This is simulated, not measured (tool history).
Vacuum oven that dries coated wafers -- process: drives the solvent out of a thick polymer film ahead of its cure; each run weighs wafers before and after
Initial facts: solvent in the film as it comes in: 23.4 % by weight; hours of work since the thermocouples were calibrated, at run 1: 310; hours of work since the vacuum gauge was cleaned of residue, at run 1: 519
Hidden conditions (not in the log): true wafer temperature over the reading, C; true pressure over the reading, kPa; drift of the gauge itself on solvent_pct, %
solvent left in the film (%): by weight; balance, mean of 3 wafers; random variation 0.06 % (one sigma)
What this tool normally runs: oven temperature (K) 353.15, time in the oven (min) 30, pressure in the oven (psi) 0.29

run     day  oven temperature (K)  time in the oven (min)  pressure in the oven (psi)  hours of work since the thermocouples were calibrated  hours of work since the vacuum gauge was cleaned of residue  solvent left in the film (%)
  1       0                353.15                      30                        0.29                                                    310                                                          519                          3.38
  2   1.112                353.15                      30                        0.29                                                    326                                                          536                          3.27
  3   2.538                353.15                      30                        0.29                                                    347                                                          557                          3.27
  4   3.658                353.15                      28                        0.29                                                    364                                                          574                          3.52
  5   4.938                353.15                      28                       0.392                                                    383                                                          593                          4.11
  6   5.708                353.15                      28                       0.392                                                    395                                                          604                          4.11
  7   7.146                353.15                      28                       0.392                                                    416                                                          626                          4.19
  8   8.425                353.15                      28                        0.39                                                    435                                                          645                             4
  9   9.025                353.15                      28                        0.39                                                    444                                                          654                          4.13
 10  10.304                353.15                      28                        0.39                                                    463                                                          673                          4.03
 11  11.312                353.15                      28                        0.39                                                    478                                                          688                          4.15
 12  12.279                353.15                      30                       0.338                                                    493                                                          702                          3.67
 13  13.421                353.15                      30                       0.338                                                    510                                                          719                          3.58
 14  14.379                353.15                      30                        0.29                                                    524                                                          734                          3.18
 15  15.183                353.15                      30                        0.29                                                    536                                                          745                          3.26
 16  16.308                353.15                      30                        0.29                                                    553                                                          762                          3.26
 17  17.471                353.15                      30                        0.29                                                    570                                                          780                           3.2
 18  18.704                353.15                      30                        0.29                                                    588                                                          798                          3.16
 19  19.629                353.15                      23                        0.29                                                    602                                                          812                           4.2
 20  21.079                353.15                      23                        0.29                                                    624                                                          833                          4.18
 21  22.071                353.15                      23                        0.29                                                    639                                                          848                          4.08
 22  22.808                353.15                      26                        0.29                                                    649                                                          859                          3.56
 23    24.2                353.15                      26                        0.29                                                    670                                                          880                          3.66
 24  25.358                353.15                      26                        0.29                                                    687                                                          897                          3.67
 25  26.817                353.15                      52                       0.151                                                    709                                                          919                          1.34
 26  27.438                353.15                      30                       0.458                                                    718                                                          928                           4.1
 27  28.238                353.15                      30                       0.458                                                    730                                                          940                          4.15
 28  29.525                353.15                      31                        0.29                                                    750                                                          959                          3.07
 29  30.462                365.15                      32                        0.29                                                    764                                                          973                          1.29
 30    31.9                354.15                      30                       0.157                                                    785                                                          995                          2.13
     32.112  -- oven's thermocouples calibrated
 31  32.742                352.15                      17                       0.228                                                      9                                                         1006                          5.57
 32  34.154                352.15                      17                       0.228                                                     30                                                         1027                          5.54
 33  35.096                359.15                      30                       0.619                                                     44                                                         1041                          3.33
 34  36.379                359.15                      30                       0.619                                                     64                                                         1060                          3.47
 35  37.767                359.15                      30                       0.619                                                     84                                                         1081                          3.36
     38.567  -- oven's thermocouples calibrated, once more
 36   38.85                353.15                      44                       0.325                                                      4                                                         1096                          2.72
 37  40.162                353.15                      30                       0.264                                                     24                                                         1115                          3.42
 38   41.25                359.15                      30                       0.171                                                     40                                                         1131                          1.44
 39    42.6                364.15                      19                       0.706                                                     60                                                         1152                           3.6
 40  44.004                364.15                      19                       0.706                                                     81                                                         1173                          3.67
 41  45.433                364.15                      20                       0.468                                                    102                                                         1194                          2.48
 42  46.762                357.15                      30                        0.29                                                    122                                                         1214                          2.37
 43  47.858                343.15                      30                       0.365                                                    138                                                         1230                          8.74
 44  48.854                361.15                      32                       0.365                                                    153                                                         1245                          2.06
 45  49.704                361.15                      32                       0.365                                                    166                                                         1257                          2.22
 46  50.675                361.15                      32                       0.365                                                    180                                                         1272                          2.03

For some of the steps in solvent left in the film (%) from one run to the next: how much would appear even if the tool had no hidden state, given the settings, what came in and random variation, and how much remains for the hidden state plus any gauge scatter that the measured result and the result without hidden state don't share?
Run 30 -> 31: oven temperature (K) 354.15 -> 352.15, time in the oven (min) 30 -> 17, pressure in the oven (psi) 0.157 -> 0.228, oven's thermocouples calibrated. solvent left in the film (%) +3.44: hidden state -0.47, all else +3.91.
Run 32 -> 33: oven temperature (K) 352.15 -> 359.15, time in the oven (min) 17 -> 30, pressure in the oven (psi) 0.228 -> 0.619. solvent left in the film (%) -2.21: hidden state +0.46, all else -2.67.
Run 35 -> 36: oven temperature (K) 359.15 -> 353.15, time in the oven (min) 30 -> 44, pressure in the oven (psi) 0.619 -> 0.325, oven's thermocouples calibrated, once more. solvent left in the film (%) -0.64: hidden state +0.37, all else -1.01.
Run 42 -> 43: oven temperature (K) 357.15 -> 343.15, pressure in the oven (psi) 0.29 -> 0.365. solvent left in the film (%) +6.37: hidden state -0.04, all else +6.41.
Run 43 -> 44: oven temperature (K) 343.15 -> 361.15, time in the oven (min) 30 -> 32. solvent left in the film (%) -6.68: hidden state +0.05, all else -6.73.
